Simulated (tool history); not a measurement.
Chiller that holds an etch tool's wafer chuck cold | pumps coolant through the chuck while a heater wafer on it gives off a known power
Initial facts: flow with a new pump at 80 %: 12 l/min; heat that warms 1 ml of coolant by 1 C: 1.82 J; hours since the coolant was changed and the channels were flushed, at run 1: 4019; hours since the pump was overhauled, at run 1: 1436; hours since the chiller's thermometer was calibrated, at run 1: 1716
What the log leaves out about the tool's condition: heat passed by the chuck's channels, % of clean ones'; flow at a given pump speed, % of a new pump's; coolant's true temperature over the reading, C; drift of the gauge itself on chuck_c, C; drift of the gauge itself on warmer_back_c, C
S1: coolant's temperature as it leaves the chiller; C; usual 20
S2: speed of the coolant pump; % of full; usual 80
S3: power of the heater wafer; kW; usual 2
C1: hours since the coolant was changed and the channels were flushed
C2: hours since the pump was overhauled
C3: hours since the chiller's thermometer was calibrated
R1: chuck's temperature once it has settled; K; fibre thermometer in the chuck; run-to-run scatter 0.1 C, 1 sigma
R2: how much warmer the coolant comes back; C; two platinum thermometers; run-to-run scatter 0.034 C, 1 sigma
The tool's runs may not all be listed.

Run 1, day 0: usual settings; C1 4019; C2 1436; C3 1716. Result: R1 305.55 K, R2 5.46 C.
Run 2, day 1.058: usual settings; C1 4044; C2 1461; C3 1742. Result: R1 305.35 K, R2 5.53 C.
Run 3, day 2.742: usual settings but S2 81 % of full; C1 4085; C2 1502; C3 1782. Result: R1 305.35 K, R2 5.47 C.
Run 4, day 3.871: usual settings but S2 81 % of full; C1 4112; C2 1529; C3 1809. Result: R1 305.45 K, R2 5.47 C.
Run 5, day 4.842: usual settings but S2 81 % of full; C1 4135; C2 1552; C3 1832. Result: R1 305.35 K, R2 5.44 C.
Run 6, day 5.788: usual settings; C1 4158; C2 1575; C3 1855. Result: R1 305.35 K, R2 5.54 C.
Run 7, day 7.3: usual settings; C1 4194; C2 1611; C3 1891. Result: R1 305.45 K, R2 5.54 C.
Run 8, day 8.242: usual settings; C1 4217; C2 1634; C3 1914. Result: R1 305.55 K, R2 5.49 C.
Run 9, day 9.408: usual settings but S3 2.172 kW; C1 4245; C2 1662; C3 1942. Result: R1 306.45 K, R2 5.92 C.
Run 10, day 11.158: usual settings but S3 2.172 kW; C1 4287; C2 1704; C3 1984. Result: R1 306.25 K, R2 5.94 C.
Run 11, day 12.654: usual settings but S3 2.172 kW; C1 4323; C2 1740; C3 2020. Result: R1 306.55 K, R2 5.99 C.
Run 12, day 13.854: usual settings but S3 2.172 kW; C1 4351; C2 1768; C3 2049. Result: R1 306.65 K, R2 5.91 C.
Run 13, day 14.725: usual settings but S3 2.172 kW; C1 4372; C2 1789; C3 2070. Result: R1 306.45 K, R2 6.05 C.
Run 14, day 15.925: usual settings but S3 2.172 kW; C1 4401; C2 1818; C3 2099. Result: R1 306.45 K, R2 5.97 C.
Run 15, day 16.962: usual settings but S3 2.172 kW; C1 4426; C2 1843; C3 2123. Result: R1 306.45 K, R2 6.02 C.
Run 16, day 17.679: usual settings but S3 2.172 kW; C1 4443; C2 1860; C3 2141. Result: R1 306.65 K, R2 5.93 C.
Run 17, day 18.779: usual settings but S3 2.172 kW; C1 4470; C2 1886; C3 2167. Result: R1 306.55 K, R2 5.98 C.
Run 18, day 20.304: usual settings but S1 16 C, S3 2.172 kW; C1 4506; C2 1923; C3 2204. Result: R1 302.65 K, R2 5.96 C.
Run 19, day 21.483: usual settings but S1 29 C, S2 65 % of full, S3 2.172 kW; C1 4534; C2 1951; C3 2232. Result: R1 318.45 K, R2 7.36 C.
Run 20, day 22.867: usual settings but S1 29 C, S2 65 % of full, S3 1.339 kW; C1 4568; C2 1985; C3 2265. Result: R1 312.15 K, R2 4.46 C.
Run 21, day 24.504: usual settings but S1 11 C, S2 82 % of full; C1 4607; C2 2024; C3 2304. Result: R1 296.15 K, R2 5.31 C.
Run 22, day 25.796: usual settings but S1 15 C, S2 60 % of full, S3 2.752 kW; C1 4638; C2 2055; C3 2335. Result: R1 310.25 K, R2 10.09 C.
Run 23, day 26.642: usual settings but S1 13 C, S2 89 % of full, S3 1.025 kW; C1 4658; C2 2075; C3 2356. Result: R1 291.75 K, R2 2.54 C.
Run 24, day 27.904: usual settings but S1 13 C, S2 89 % of full, S3 1.025 kW; C1 4689; C2 2106; C3 2386. Result: R1 291.95 K, R2 2.55 C.
Run 25, day 29.271: usual settings but S1 25 C, S2 65 % of full, S3 1.459 kW; C1 4721; C2 2138; C3 2419. Result: R1 308.95 K, R2 4.87 C.
Run 26, day 30.546: usual settings but S1 29 C, S2 89 % of full, S3 1.056 kW; C1 4752; C2 2169; C3 2449. Result: R1 308.05 K, R2 2.62 C.
Run 27, day 31.571: usual settings but S1 29 C, S2 89 % of full, S3 1.056 kW; C1 4777; C2 2193; C3 2474. Result: R1 307.95 K, R2 2.57 C.
Run 28, day 33.108: usual settings but S1 13 C, S2 66 % of full, S3 2.223 kW; C1 4813; C2 2230; C3 2511. Result: R1 302.55 K, R2 7.41 C.

Estimate the outcome of run 29 from the log above:
Run 29, day 34.567: usual settings but S3 2.096 kW; C1 4848; C2 2265; C3 2546. Result: R1 ?, R2 ?.

R1: 306.05 K
R2: 5.71 C
With no hidden state in the tool, this same run would have given R1 306.05 K, R2 5.71 C.
